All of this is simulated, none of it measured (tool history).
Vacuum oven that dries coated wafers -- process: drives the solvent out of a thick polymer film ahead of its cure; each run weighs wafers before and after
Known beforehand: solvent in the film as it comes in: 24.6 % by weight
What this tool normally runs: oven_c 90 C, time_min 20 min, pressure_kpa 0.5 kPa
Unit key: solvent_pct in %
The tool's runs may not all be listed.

run   hour  oven_c  time_min  pressure_kpa  solvent_pct
  1      0      90        20           0.5         4.57
  2      8      90        20           0.5          4.8
  3   18.9      90        20           0.5         4.56
  4     34      90        20         0.435         4.74
  5   48.6      90        20         0.435         4.67
  6   63.3      90        20         0.435         4.61
  7   72.3      90        20         0.435         4.71
  8     82      90        21           0.5         4.36
  9   90.6      90        21           0.5         4.35
 10  105.2      90        20           0.5         4.63
 11  114.5      90        20           0.5         4.62
 12  123.1      90        20           0.5         4.63
 13  136.5      90        20         0.323         4.63
 14    146      90        20         0.986         5.02
 15  155.4      90        22           0.5         4.15
 16  163.2      90        22           0.5         4.07
 17  174.3      90        20           0.5          4.8
 18  190.3      90        20           0.5         4.77
 19  204.4      90        20           0.5         4.68
 20  213.7      78        20           0.5         9.01
 21  221.4      78        20           0.5          9.2
 22  233.3      78        20           0.5         9.14
 23  246.1      78        20           0.5         9.14
 24  257.6      78        20           0.5         8.97
 25  266.6     104        16           0.5         2.23
 26  276.9     104        16           0.5         2.22
 27  294.1     104        16           0.5          2.2
 28  305.8     104        16           0.5         2.16
 29  313.8     102        20         1.391         2.14
 30  329.1      90        14         1.984         8.24
 31  345.3      90        30           0.5         2.44
 32  360.9      82        33         0.945         4.57
 33  380.8      82        33         0.945         4.51
 34  397.9      84        21         1.941         7.23
 35  410.3     103        16         1.941         3.02
 36  424.7      91        34         0.448         1.56
 37  433.4      77        34           0.5         5.62
 38  450.8     100        17         0.489         2.79
 39    460     100        17         0.489         2.83
 40  468.9     103        26         1.074         1.05
 41  478.6     102        13         1.074         4.05
 42  491.1     102        13         1.074         3.98
 43  503.2      90        14         1.324         7.47
 44  514.7      90        14         1.324         7.57
 45  531.5      90        24         0.466         3.68
 46  538.7     100        11           0.3         5.41
 47  548.7     100        11           0.3         5.49

Withheld: 2 entries from between the runs. Position of each, and hidden state at the listed run before versus the listed run after:
Between runs 27 and 28: oven's thermocouples calibrated (hour 297.2)
  true wafer temperature over the reading, C: -0.61 -> -0.78; true pressure over the reading, kPa: 0.054 -> 0.055
  measured less the result without the state, solvent_pct: +0.15 -> +0.18 %
Between runs 32 and 33: oven's thermocouples calibrated, once more (hour 366.3)
  true wafer temperature over the reading, C: -0.8 -> -0.33; true pressure over the reading, kPa: 0.061 -> 0.063
  measured less the result without the state, solvent_pct: +0.31 -> +0.17 %
